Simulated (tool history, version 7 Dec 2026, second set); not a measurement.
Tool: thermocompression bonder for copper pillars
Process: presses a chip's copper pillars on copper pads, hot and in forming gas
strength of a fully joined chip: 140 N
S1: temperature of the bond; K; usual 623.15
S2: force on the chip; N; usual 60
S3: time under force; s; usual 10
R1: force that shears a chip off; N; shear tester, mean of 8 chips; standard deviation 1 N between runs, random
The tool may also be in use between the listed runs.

run,hour,S1,S2,S3,R1
1,0,623.15,60,10,88.8
2,24.8,623.15,60,10,87.4
3,71.2,623.15,60,18,102.4
4,114.9,623.15,60,10,88
5,162.7,623.15,60,10,86.5
6,190.4,623.15,60,10,85.5
7,216.8,623.15,89,10,102.4
8,262.5,623.15,60,10,84.7
9,314.9,623.15,60,10,84.1
10,363.3,623.15,60,10,83.8
11,393.7,623.15,60,10,83.2
12,443.7,623.15,60,10,82.4
13,492.1,623.15,60,10,82
# hour 528: forming gas filter changed
14,531.3,623.15,55,10,83.3
15,581.4,623.15,55,10,81.9
16,636,623.15,55,10,81.3
17,661.7,623.15,60,10,84.5
18,693.9,623.15,60,10,84.4
19,737.9,610.15,60,10,72.7
20,774.2,610.15,60,10,72.2
21,803.8,610.15,60,10,74.2
22,842.9,610.15,60,10,71.7
# hour 846.8: force cell calibrated
23,881.8,636.15,62,10,87.7
24,932.7,597.15,53,10,56.2
25,967.1,597.15,53,10,57.1
26,1012.9,597.15,53,10,54.6
27,1044.4,597.15,89,7,64.5
28,1080.1,597.15,89,7,66
# hour 1101.2: forming gas filter changed
# hour 1125.7: force cell calibrated, once more
29,1128.4,603.15,89,7,78.8
30,1182.1,623.15,75,11,97.3
31,1210.6,623.15,75,11,95.9
32,1253.5,607.15,57,11,72
33,1276.8,607.15,57,11,73.4
34,1330,607.15,57,11,71.1
35,1354.7,651.15,37,21,100.5
36,1384.7,618.15,39,5,47.3
37,1423,643.15,60,26,117.2
38,1452.3,628.15,76,26,115.4

Below are 4 alternative next runs, each starting from the tool's condition after run 38. Predict each:
A,1500,615.15,42,10,?
B,1500,628.15,60,26,?
C,1500,630.15,37,10,?
D,1500,623.15,50,10,?

run,R1
A,61.9
B,107.3
C,67.7
D,74.2
Stripped of hidden state, with their random variation kept, the same runs would have yielded:
run,R1
A,69.6
B,116.8
C,75.7
D,82.8
